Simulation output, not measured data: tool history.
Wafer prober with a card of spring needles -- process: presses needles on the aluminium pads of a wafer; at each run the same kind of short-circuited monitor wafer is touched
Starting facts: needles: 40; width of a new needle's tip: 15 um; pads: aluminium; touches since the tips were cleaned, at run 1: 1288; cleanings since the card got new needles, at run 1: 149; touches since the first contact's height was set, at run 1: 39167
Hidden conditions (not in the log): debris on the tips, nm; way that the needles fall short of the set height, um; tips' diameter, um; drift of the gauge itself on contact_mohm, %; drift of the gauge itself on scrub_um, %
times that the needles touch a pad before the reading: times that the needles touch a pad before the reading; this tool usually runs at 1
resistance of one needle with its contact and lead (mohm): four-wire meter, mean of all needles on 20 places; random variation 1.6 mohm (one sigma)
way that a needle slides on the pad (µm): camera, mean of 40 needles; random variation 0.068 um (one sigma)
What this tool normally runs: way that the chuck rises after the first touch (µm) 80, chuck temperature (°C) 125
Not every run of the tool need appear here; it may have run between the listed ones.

run	hour	way that the chuck rises after the first touch (µm)	chuck temperature (°C)	times that the needles touch a pad before the reading	touches since the tips were cleaned	cleanings since the card got new needles	touches since the first contact's height was set	resistance of one needle with its contact and lead (mohm)	way that a needle slides on the pad (µm)
1	0	80	125	1	1288	149	39167	184	14.01
# hour 1.7: tips cleaned on abrasive film
# hour 10: tips cleaned on abrasive film
# hour 18.3: tips cleaned on abrasive film
# hour 25: tips cleaned on abrasive film
# hour 33.3: tips cleaned on abrasive film
2	36.7	80	125	1	785	154	47526	180	13.96
# hour 40.1: tips cleaned on abrasive film
# hour 48.4: tips cleaned on abrasive film
# hour 55: tips cleaned on abrasive film
# hour 63.3: tips cleaned on abrasive film
# hour 70: tips cleaned on abrasive film
# hour 78.3: tips cleaned on abrasive film
# hour 86.6: tips cleaned on abrasive film
# hour 94.9: tips cleaned on abrasive film
# hour 103.2: tips cleaned on abrasive film
# hour 110.5: tips cleaned on abrasive film
3	110.5	91	125	1	0	164	64336	168	15.83
# hour 118.8: tips cleaned on abrasive film
# hour 127.1: tips cleaned on abrasive film
# hour 135.4: tips cleaned on abrasive film
# hour 143.7: tips cleaned on abrasive film
# hour 152: tips cleaned on abrasive film
# hour 160.3: tips cleaned on abrasive film
# hour 168.6: tips cleaned on abrasive film
# hour 176.9: tips cleaned on abrasive film
# hour 185.2: tips cleaned on abrasive film
4	191.7	91	125	1	1493	173	82873	186	15.79
# hour 193.5: tips cleaned on abrasive film
# hour 200.1: tips cleaned on abrasive film
# hour 208.4: tips cleaned on abrasive film
# hour 216.7: tips cleaned on abrasive film
# hour 225: tips cleaned on abrasive film
# hour 231.7: tips cleaned on abrasive film
# hour 240: tips cleaned on abrasive film
# hour 248.3: tips cleaned on abrasive film
# hour 256.6: tips cleaned on abrasive film
# hour 263.6: tips cleaned on abrasive film
5	263.6	91	125	1	0	183	99236	167	15.5
# hour 271.9: tips cleaned on abrasive film
# hour 278.6: tips cleaned on abrasive film
# hour 286.9: tips cleaned on abrasive film
# hour 295.2: tips cleaned on abrasive film
# hour 303.5: tips cleaned on abrasive film
# hour 311.8: tips cleaned on abrasive film
# hour 320.1: tips cleaned on abrasive film
# hour 328.4: tips cleaned on abrasive film
# hour 335: tips cleaned on abrasive film
6	335.8	91	125	1	184	192	115708	166	15.3
# hour 342.5: tips cleaned on abrasive film
# hour 342.8: height of the first contact set anew
# hour 351.1: tips cleaned on abrasive film
# hour 357.8: tips cleaned on abrasive film
# hour 366.1: tips cleaned on abrasive film
# hour 374.4: tips cleaned on abrasive film
# hour 382.7: tips cleaned on abrasive film
# hour 389.3: tips cleaned on abrasive film
# hour 397.7: tips cleaned on abrasive film
# hour 406: tips cleaned on abrasive film
# hour 412.6: tips cleaned on abrasive film
7	415.5	91	125	1	655	202	16564	173	16.37
# hour 420.5: tips cleaned on abrasive film
# hour 428.8: tips cleaned on abrasive film
# hour 437.1: tips cleaned on abrasive film
# hour 445.4: tips cleaned on abrasive film
# hour 452.1: tips cleaned on abrasive film
8	457	86	125	1	1133	207	26031	184	15.39
# hour 460.3: tips cleaned on abrasive film
# hour 467: tips cleaned on abrasive film
# hour 475.3: tips cleaned on abrasive film
# hour 482: tips cleaned on abrasive film
# hour 490.3: tips cleaned on abrasive film
# hour 498.6: tips cleaned on abrasive film
# hour 506.9: tips cleaned on abrasive film
# hour 515.2: tips cleaned on abrasive film
# hour 521.9: tips cleaned on abrasive film
9	522.3	100	28	1	100	216	40905	150	17.68
# hour 529: tips cleaned on abrasive film
# hour 537.3: tips cleaned on abrasive film
# hour 545.6: tips cleaned on abrasive film
# hour 553.9: tips cleaned on abrasive film
# hour 562.2: tips cleaned on abrasive film
# hour 570.5: tips cleaned on abrasive film
# hour 578.8: tips cleaned on abrasive film
10	580.4	60	30	1	368	223	54154	179	10.29

Below are 5 alternative next runs, each starting from the tool's condition after run 10. Predict each:
# hour 587: tips cleaned on abrasive film
# hour 595.3: tips cleaned on abrasive film
# hour 603.6: tips cleaned on abrasive film
# hour 612: tips cleaned on abrasive film
# hour 620.3: tips cleaned on abrasive film
# hour 628.6: tips cleaned on abrasive film
# hour 635.2: tips cleaned on abrasive film
A	640	68	30	1	1114	230	67768	?	?
# hour 587: tips cleaned on abrasive film
# hour 595.3: tips cleaned on abrasive film
# hour 603.6: tips cleaned on abrasive film
# hour 612: tips cleaned on abrasive film
# hour 620.3: tips cleaned on abrasive film
# hour 628.6: tips cleaned on abrasive film
# hour 635.2: tips cleaned on abrasive film
B	640	97	30	1	1114	230	67768	?	?
# hour 587: tips cleaned on abrasive film
# hour 595.3: tips cleaned on abrasive film
# hour 603.6: tips cleaned on abrasive film
# hour 612: tips cleaned on abrasive film
# hour 620.3: tips cleaned on abrasive film
# hour 628.6: tips cleaned on abrasive film
# hour 635.2: tips cleaned on abrasive film
C	640	60	125	2	1114	230	67768	?	?
# hour 587: tips cleaned on abrasive film
# hour 595.3: tips cleaned on abrasive film
# hour 603.6: tips cleaned on abrasive film
# hour 612: tips cleaned on abrasive film
# hour 620.3: tips cleaned on abrasive film
# hour 628.6: tips cleaned on abrasive film
# hour 635.2: tips cleaned on abrasive film
D	640	85	125	1	1114	230	67768	?	?
# hour 587: tips cleaned on abrasive film
# hour 595.3: tips cleaned on abrasive film
# hour 603.6: tips cleaned on abrasive film
# hour 612: tips cleaned on abrasive film
# hour 620.3: tips cleaned on abrasive film
# hour 628.6: tips cleaned on abrasive film
# hour 635.2: tips cleaned on abrasive film
E	640	70	114	3	1114	230	67768	?	?

run	resistance of one needle with its contact and lead (mohm)	way that a needle slides on the pad (µm)
A	192	11.65
B	171	16.98
C	201	10.27
D	187	14.83
E	180	12.03
Without the tool's unlogged condition, the same runs would have read:
run	resistance of one needle with its contact and lead (mohm)	way that a needle slides on the pad (µm)
A	145	12.35
B	146	17.68
C	165	10.97
D	159	15.53
E	160	12.73
